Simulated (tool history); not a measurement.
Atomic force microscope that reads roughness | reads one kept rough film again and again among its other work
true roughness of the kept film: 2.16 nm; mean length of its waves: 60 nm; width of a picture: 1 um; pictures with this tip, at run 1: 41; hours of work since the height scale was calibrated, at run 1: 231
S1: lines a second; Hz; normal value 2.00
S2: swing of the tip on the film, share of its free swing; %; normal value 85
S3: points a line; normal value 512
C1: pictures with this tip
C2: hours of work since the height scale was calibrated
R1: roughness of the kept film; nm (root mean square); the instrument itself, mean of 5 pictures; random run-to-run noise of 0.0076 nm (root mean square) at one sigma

Run 1, hour 0.0: usual settings; C1 41; C2 231. Result: R1 1.889 nm (root mean square).
Run 2, hour 14.8: usual settings; C1 73; C2 241. Result: R1 1.891 nm (root mean square).
Run 3, hour 26.0: usual settings; C1 97; C2 249. Result: R1 1.874 nm (root mean square).
Run 4, hour 39.5: usual settings; C1 126; C2 258. Result: R1 1.872 nm (root mean square).
Run 5, hour 58.0: usual settings; C1 166; C2 271. Result: R1 1.865 nm (root mean square).
Run 6, hour 78.3: usual settings but S1 1.22 Hz; C1 210; C2 285. Result: R1 1.932 nm (root mean square).
At hour 80.5: height scale calibrated on a step standard.
Run 7, hour 103.3: usual settings but S1 1.22 Hz; C1 262; C2 16. Result: R1 1.927 nm (root mean square).
Run 8, hour 114.9: usual settings but S1 1.22 Hz, S2 74 %, S3 384; C1 286; C2 24. Result: R1 1.968 nm (root mean square).
At hour 122.2: new tip fitted.
Run 9, hour 140.6: usual settings but S1 1.85 Hz, S3 788; C1 40; C2 41. Result: R1 1.915 nm (root mean square).
At hour 146.6: height scale calibrated on a step standard, once more.
Run 10, hour 167.0: usual settings but S2 74 %, S3 312; C1 94; C2 14. Result: R1 1.969 nm (root mean square).
Run 11, hour 184.9: usual settings but S2 78 %, S3 276; C1 133; C2 26. Result: R1 1.930 nm (root mean square).
Run 12, hour 208.7: usual settings but S2 78 %, S3 276; C1 184; C2 43. Result: R1 1.922 nm (root mean square).

3 options for the next run, each taken on its own from the tool as it stands now. Forecast them:
Run A, hour 227.9: usual settings but S2 83 %, S3 276; C1 225; C2 56. Result: R1 ?.
Run B, hour 227.9: usual settings but S1 1.06 Hz, S2 59 %, S3 449; C1 225; C2 56. Result: R1 ?.
Run C, hour 227.9: usual settings but S2 69 %, S3 621; C1 225; C2 56. Result: R1 ?.

run     R1
  A  1.885
  B  2.028
  C  1.977
Stripped of hidden state, with their random variation kept, the same runs would have yielded:
run     R1
  A  1.923
  B  2.070
  C  2.018

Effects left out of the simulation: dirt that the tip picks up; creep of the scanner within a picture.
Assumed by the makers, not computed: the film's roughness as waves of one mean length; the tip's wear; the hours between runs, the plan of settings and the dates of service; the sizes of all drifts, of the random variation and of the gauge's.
